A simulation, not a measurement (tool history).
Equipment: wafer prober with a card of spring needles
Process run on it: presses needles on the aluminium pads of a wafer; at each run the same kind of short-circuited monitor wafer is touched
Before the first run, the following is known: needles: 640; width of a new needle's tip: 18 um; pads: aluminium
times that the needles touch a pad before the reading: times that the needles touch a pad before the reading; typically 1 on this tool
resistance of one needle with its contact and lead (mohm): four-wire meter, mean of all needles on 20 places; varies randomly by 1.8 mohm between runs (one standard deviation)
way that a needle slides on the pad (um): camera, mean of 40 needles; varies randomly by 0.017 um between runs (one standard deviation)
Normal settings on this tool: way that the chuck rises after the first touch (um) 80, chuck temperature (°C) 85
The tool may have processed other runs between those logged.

run   hour  way that the chuck rises after the first touch (um)  chuck temperature (°C)  times that the needles touch a pad before the reading  resistance of one needle with its contact and lead (mohm)  way that a needle slides on the pad (um)
  1      0                                                   80                      85                                                      1                                                        202                                     14.91
       6.7  -- tips cleaned on abrasive film
  2    8.1                                                   80                      85                                                      1                                                        188                                      14.9
  3   13.8                                                   80                      85                                                      1                                                        197                                     14.91
      24.6  -- tips cleaned on abrasive film
  4   25.8                                                   80                      85                                                      1                                                        188                                     14.91
  5   35.6                                                   80                      85                                                      1                                                        198                                     14.89
      41.9  -- tips cleaned on abrasive film
  6   48.4                                                   80                      85                                                      1                                                        195                                     14.86
  7   56.3                                                   80                      85                                                      1                                                        200                                     14.91
      59.2  -- tips cleaned on abrasive film
  8   64.5                                                   80                      85                                                      1                                                        191                                     14.88
      76.8  -- tips cleaned on abrasive film
  9   76.8                                                   80                      85                                                      1                                                        182                                     14.86
 10   83.1                                                   80                      29                                                      1                                                        184                                      14.9
 11   90.7                                                   80                      29                                                      1                                                        194                                     14.83
      94.6  -- tips cleaned on abrasive film
 12  103.3                                                   80                      85                                                      3                                                        188                                     14.86
     112.3  -- tips cleaned on abrasive film
 13  114.2                                                   80                      85                                                      3                                                        186                                     14.84
 14  124.8                                                   80                      85                                                      3                                                        190                                     14.83
     130.1  -- tips cleaned on abrasive film
 15    134                                                   80                      85                                                      1                                                        192                                     14.83
 16    140                                                   80                      85                                                      1                                                        200                                     14.84
     147.3  -- tips cleaned on abrasive film
 17  149.3                                                   80                      85                                                      1                                                        187                                     14.81
 18    160                                                   99                      26                                                      3                                                        175                                     18.36
     165.1  -- tips cleaned on abrasive film
 19  168.9                                                   94                      85                                                      1                                                        190                                     17.41
 20  174.4                                                   72                      67                                                      1                                                        203                                     13.29
     175.8  -- height of the first contact set anew
 21  181.8                                                   98                      41                                                      3                                                        179                                     18.15
     182.5  -- tips cleaned on abrasive film
 22  190.8                                                   69                      70                                                      2                                                        192                                     12.72
 23  199.1                                                   80                      85                                                      1                                                        208                                     14.74
     200.1  -- tips cleaned on abrasive film
 24    210                                                   69                      26                                                      1                                                        195                                     12.69
     217.7  -- tips cleaned on abrasive film
 25    218                                                   85                      37                                                      1                                                        179                                     15.68
 26  227.2                                                   74                      51                                                      1                                                        199                                      13.6
     235.2  -- tips cleaned on abrasive film
 27  235.2                                                   75                      37                                                      2                                                        174                                     13.79
     245.8  -- height of the first contact set anew, once more
 28  246.9                                                   94                      74                                                      1                                                        192                                     17.58
     253.1  -- tips cleaned on abrasive film
 29  258.8                                                   64                     105                                                      1                                                        207                                     11.95

Below, each run's measurement less what the same run would have read without the hidden state. Both values contain the same run-to-run variation, but the gauge's scatter may not be the same in both:
The hidden state here: debris on the tips, nm; way that the needles fall short of the set height, um; tips' diameter, um; drift of the gauge itself on contact_mohm, %; drift of the gauge itself on scrub_um, %.
run  resistance of one needle with its contact and lead (mohm)  way that a needle slides on the pad (um)
  1                                                        +17                                     -0.03
  2                                                         +6                                     -0.05
  3                                                        +13                                     -0.04
  4                                                         +4                                     -0.06
  5                                                        +17                                     -0.06
  6                                                        +12                                     -0.08
  7                                                        +19                                     -0.07
  8                                                        +11                                     -0.09
  9                                                         +1                                      -0.1
 10                                                        +13                                      -0.1
 11                                                        +20                                      -0.1
 12                                                         +6                                     -0.12
 13                                                         +2                                     -0.13
 14                                                         +7                                     -0.12
 15                                                         +9                                     -0.14
 16                                                        +16                                     -0.13
 17                                                         +5                                     -0.15
 18                                                         +5                                     -0.16
 19                                                         +7                                     -0.16
 20                                                        +20                                     -0.16
 21                                                         +6                                     -0.19
 22                                                        +12                                     -0.21
 23                                                        +21                                     -0.21
 24                                                        +23                                     -0.23
 25                                                         +3                                     -0.24
 26                                                        +19                                     -0.24
 27                                                         +1                                     -0.25
 28                                                        +13                                        +0
 29                                                        +15                                     -0.02
